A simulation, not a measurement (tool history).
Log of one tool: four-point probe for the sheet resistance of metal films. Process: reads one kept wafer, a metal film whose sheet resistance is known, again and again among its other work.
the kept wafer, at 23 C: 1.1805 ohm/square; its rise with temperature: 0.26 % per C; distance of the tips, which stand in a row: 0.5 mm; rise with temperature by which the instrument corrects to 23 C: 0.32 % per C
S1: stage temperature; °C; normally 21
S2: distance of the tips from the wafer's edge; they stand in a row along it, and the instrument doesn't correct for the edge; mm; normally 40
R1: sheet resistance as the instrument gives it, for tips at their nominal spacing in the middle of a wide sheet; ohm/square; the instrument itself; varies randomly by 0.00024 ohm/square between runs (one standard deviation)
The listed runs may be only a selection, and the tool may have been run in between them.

Run 1, hour 0: usual settings. Result: R1 1.170666 ohm/square.
Run 2, hour 32: usual settings. Result: R1 1.170721 ohm/square.
Run 3, hour 58: usual settings. Result: R1 1.170316 ohm/square.
Run 4, hour 71.2: usual settings but S2 30 mm. Result: R1 1.170874 ohm/square.
Run 5, hour 102: usual settings but S2 31 mm. Result: R1 1.170594 ohm/square.
Run 6, hour 120.1: usual settings but S2 31 mm. Result: R1 1.170041 ohm/square.
Run 7, hour 149.8: usual settings but S2 31 mm. Result: R1 1.170333 ohm/square.
Run 8, hour 179.6: usual settings but S1 22 °C, S2 31 mm. Result: R1 1.169287 ohm/square.
Run 9, hour 211.6: usual settings but S1 22 °C, S2 31 mm. Result: R1 1.169077 ohm/square.
Run 10, hour 238.9: usual settings but S1 22 °C, S2 31 mm. Result: R1 1.168783 ohm/square.
Run 11, hour 255.2: usual settings but S1 22 °C, S2 31 mm. Result: R1 1.168653 ohm/square.
Run 12, hour 273: usual settings. Result: R1 1.169101 ohm/square.
Run 13, hour 295.8: usual settings. Result: R1 1.169528 ohm/square.
Run 14, hour 316.8: usual settings. Result: R1 1.168995 ohm/square.
Run 15, hour 340.8: usual settings. Result: R1 1.169148 ohm/square.
Run 16, hour 372: usual settings. Result: R1 1.168804 ohm/square.
Run 17, hour 391.7: usual settings. Result: R1 1.16832 ohm/square.
Run 18, hour 423.1: usual settings. Result: R1 1.168057 ohm/square.
Run 19, hour 452.9: usual settings but S2 44 mm. Result: R1 1.168407 ohm/square.
Run 20, hour 467.3: usual settings but S2 44 mm. Result: R1 1.168317 ohm/square.
Run 21, hour 491.7: usual settings but S2 44 mm. Result: R1 1.168233 ohm/square.
Run 22, hour 505.7: usual settings but S2 10 mm. Result: R1 1.169192 ohm/square.
Run 23, hour 536.3: usual settings but S2 10 mm. Result: R1 1.169445 ohm/square.
Run 24, hour 564.5: usual settings but S1 24 °C, S2 10 mm. Result: R1 1.167162 ohm/square.
Run 25, hour 595.6: usual settings but S1 20 °C, S2 9 mm. Result: R1 1.170208 ohm/square.
Run 26, hour 625.9: usual settings but S1 20 °C, S2 31 mm. Result: R1 1.168161 ohm/square.
Run 27, hour 655.7: usual settings but S1 20 °C, S2 31 mm. Result: R1 1.167589 ohm/square.
Run 28, hour 672.1: usual settings but S1 20 °C, S2 31 mm. Result: R1 1.167789 ohm/square.
Run 29, hour 700.2: usual settings but S1 20 °C, S2 31 mm. Result: R1 1.180875 ohm/square.
Run 30, hour 715.5: usual settings but S1 22 °C, S2 74 mm. Result: R1 1.179867 ohm/square.
Run 31, hour 728.6: usual settings but S1 23 °C, S2 13 mm. Result: R1 1.179534 ohm/square.
Run 32, hour 755.8: usual settings. Result: R1 1.17986 ohm/square.
Run 33, hour 778: usual settings but S1 19 °C, S2 34 mm. Result: R1 1.180734 ohm/square.
Run 34, hour 803: usual settings but S1 30 °C, S2 16 mm. Result: R1 1.173988 ohm/square.
Run 35, hour 818.4: usual settings but S2 10 mm. Result: R1 1.180791 ohm/square.
Run 36, hour 835.3: usual settings. Result: R1 1.179273 ohm/square.
Run 37, hour 853.1: usual settings. Result: R1 1.179255 ohm/square.
Run 38, hour 872.7: usual settings but S2 7 mm. Result: R1 1.182501 ohm/square.
Run 39, hour 901.1: usual settings but S1 23 °C, S2 37 mm. Result: R1 1.177512 ohm/square.
Run 40, hour 917.8: usual settings but S1 32 °C, S2 53 mm. Result: R1 1.17124 ohm/square.
Run 41, hour 931.5: usual settings but S1 32 °C, S2 53 mm. Result: R1 1.171718 ohm/square.
Run 42, hour 956.5: usual settings but S1 20 °C, S2 9 mm. Result: R1 1.181036 ohm/square.
Run 43, hour 970.1: usual settings but S1 28 °C, S2 12 mm. Result: R1 1.174226 ohm/square.
Run 44, hour 999: usual settings but S1 22 °C, S2 3 mm. Result: R1 1.194825 ohm/square.
Run 45, hour 1016.4: usual settings but S1 26 °C, S2 3 mm. Result: R1 1.191935 ohm/square.

Not shown here: 1 entry made in the log between runs. Locate each between two listed runs and compare the hidden state at the listed run before it with the hidden state at the listed run after it:
Logged between run 28 and run 29: new probe head fitted (hour 681.9)
  inner tips' distance over the nominal, %: -1.132 -> -0.098; tips' flats over new ones', %: 124 -> 1
  difference, measured minus the result without the unlogged condition, R1: -0.015026 -> -0.001827 ohm/square

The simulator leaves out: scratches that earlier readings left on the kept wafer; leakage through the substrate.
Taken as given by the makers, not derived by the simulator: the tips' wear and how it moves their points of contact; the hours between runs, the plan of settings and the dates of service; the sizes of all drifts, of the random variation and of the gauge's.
